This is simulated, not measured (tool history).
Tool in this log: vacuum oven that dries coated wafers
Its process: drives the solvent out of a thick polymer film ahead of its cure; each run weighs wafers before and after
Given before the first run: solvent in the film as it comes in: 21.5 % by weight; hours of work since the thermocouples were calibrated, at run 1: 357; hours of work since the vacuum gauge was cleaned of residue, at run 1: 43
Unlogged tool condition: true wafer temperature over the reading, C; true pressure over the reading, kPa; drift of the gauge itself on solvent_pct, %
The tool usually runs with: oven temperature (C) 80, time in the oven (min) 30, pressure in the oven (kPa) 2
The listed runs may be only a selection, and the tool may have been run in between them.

| run | hour | oven temperature (C) | time in the oven (min) | pressure in the oven (kPa) | hours of work since the thermocouples were calibrated | hours of work since the vacuum gauge was cleaned of residue | solvent left in the film (%) |
|---|---|---|---|---|---|---|---|
| 1 | 0 | 80 | 30 | 2 | 357 | 43 | 5.862 |
| 2 | 8 | 80 | 30 | 2 | 361 | 46 | 5.858 |
| 3 | 17 | 80 | 30 | 2 | 364 | 50 | 5.855 |
| 4 | 26.2 | 80 | 30 | 2 | 368 | 53 | 5.85 |
| 5 | 33 | 80 | 30 | 2 | 371 | 56 | 5.86 |
| 6 | 39.6 | 80 | 30 | 2 | 374 | 59 | 5.854 |
| 7 | 45.1 | 80 | 30 | 2 | 376 | 61 | 5.865 |
| 8 | 54.8 | 80 | 30 | 2 | 380 | 65 | 5.86 |
| 9 | 62.1 | 80 | 30 | 3.6 | 383 | 68 | 7.357 |
| 10 | 72.3 | 80 | 30 | 2 | 387 | 72 | 5.847 |
| 11 | 84.2 | 80 | 30 | 2 | 392 | 77 | 5.854 |
| 12 | 94.9 | 80 | 30 | 2 | 396 | 82 | 5.866 |
| 13 | 104.3 | 80 | 30 | 2 | 400 | 85 | 5.845 |
| 14 | 114 | 80 | 30 | 2 | 404 | 89 | 5.843 |
| 15 | 124.4 | 92 | 30 | 2 | 408 | 94 | 2.011 |
| 16 | 135.1 | 92 | 30 | 2 | 413 | 98 | 2.021 |
| 17 | 144.7 | 92 | 30 | 2 | 417 | 102 | 2.009 |
| 18 | 154.1 | 80 | 30 | 2 | 420 | 106 | 5.849 |
| 19 | 161.5 | 80 | 30 | 2 | 423 | 109 | 5.846 |
| 20 | 170.4 | 80 | 30 | 2 | 427 | 112 | 5.84 |
| 21 | 180.2 | 80 | 30 | 2 | 431 | 116 | 5.839 |
| 22 | 186.2 | 80 | 30 | 2 | 434 | 119 | 5.855 |
|  | 188.9 | oven's thermocouples calibrated |
| 23 | 193.6 | 80 | 30 | 2 | 2 | 121 | 5.71 |
| 24 | 205.8 | 80 | 24 | 7.02 | 7 | 126 | 11.218 |
| 25 | 218.1 | 80 | 24 | 1.19 | 12 | 131 | 6.21 |
| 26 | 224.8 | 80 | 22 | 5.6 | 15 | 134 | 10.403 |
|  | 231.6 | oven's thermocouples calibrated, once more |
| 27 | 235 | 86 | 30 | 2.12 | 1 | 137 | 4.029 |
| 28 | 247.3 | 91 | 16 | 7.92 | 6 | 142 | 8.861 |
| 29 | 258.9 | 88 | 46 | 5.63 | 11 | 147 | 5.337 |
| 30 | 266.2 | 88 | 46 | 5.63 | 14 | 150 | 5.321 |
| 31 | 273 | 66 | 46 | 3.72 | 17 | 153 | 13.347 |
| 32 | 282.9 | 65 | 30 | 5.7 | 21 | 157 | 17.444 |
| 33 | 293.6 | 82 | 42 | 4.07 | 25 | 161 | 6.09 |
| 34 | 305.2 | 76 | 26 | 1.66 | 30 | 166 | 8.815 |
| 35 | 314 | 76 | 26 | 1.66 | 34 | 170 | 8.799 |
| 36 | 325.5 | 76 | 38 | 1.4 | 38 | 174 | 6.366 |
| 37 | 334.1 | 93 | 17 | 1.41 | 42 | 178 | 3.552 |
| 38 | 340.9 | 80 | 30 | 1.26 | 45 | 181 | 5.694 |
| 39 | 346.5 | 80 | 39 | 1.33 | 47 | 183 | 4.393 |
| 40 | 353.1 | 80 | 29 | 2 | 50 | 186 | 6.582 |
| 41 | 362 | 80 | 29 | 2 | 53 | 189 | 6.6 |
| 42 | 373.5 | 80 | 29 | 2 | 58 | 194 | 6.597 |
| 43 | 379.9 | 89 | 43 | 2 | 61 | 197 | 2.142 |
| 44 | 388.9 | 75 | 30 | 2 | 64 | 200 | 8.817 |
| 45 | 397.9 | 80 | 18 | 3.22 | 68 | 204 | 10.221 |
| 46 | 405.6 | 83 | 23 | 2 | 71 | 207 | 6.477 |

Some steps in solvent left in the film (%), run to run, broken into two amounts with sign: the step expected even without the hidden condition (settings, incoming material, random variation), and the rest, left for the hidden condition together with whatever gauge scatter is not in both the measured and the hidden-condition-free result:
Run 14 -> 15: oven temperature (C) 80 -> 92. solvent left in the film (%) -3.832: hidden state +0.197, all else -4.029.
Run 17 -> 18: oven temperature (C) 92 -> 80. solvent left in the film (%) +3.84: hidden state -0.2, all else +4.04.
Run 26 -> 27: oven temperature (C) 80 -> 86, time in the oven (min) 22 -> 30, pressure in the oven (kPa) 5.6 -> 2.12, oven's thermocouples calibrated, once more. solvent left in the film (%) -6.374: hidden state +0.726, all else -7.1.
Run 30 -> 31: oven temperature (C) 88 -> 66, pressure in the oven (kPa) 5.63 -> 3.72. solvent left in the film (%) +8.026: hidden state +0.124, all else +7.902.
Run 32 -> 33: oven temperature (C) 65 -> 82, time in the oven (min) 30 -> 42, pressure in the oven (kPa) 5.7 -> 4.07. solvent left in the film (%) -11.354: hidden state -0.02, all else -11.334.
Run 43 -> 44: oven temperature (C) 89 -> 75, time in the oven (min) 43 -> 30. solvent left in the film (%) +6.675: hidden state +0.138, all else +6.537.
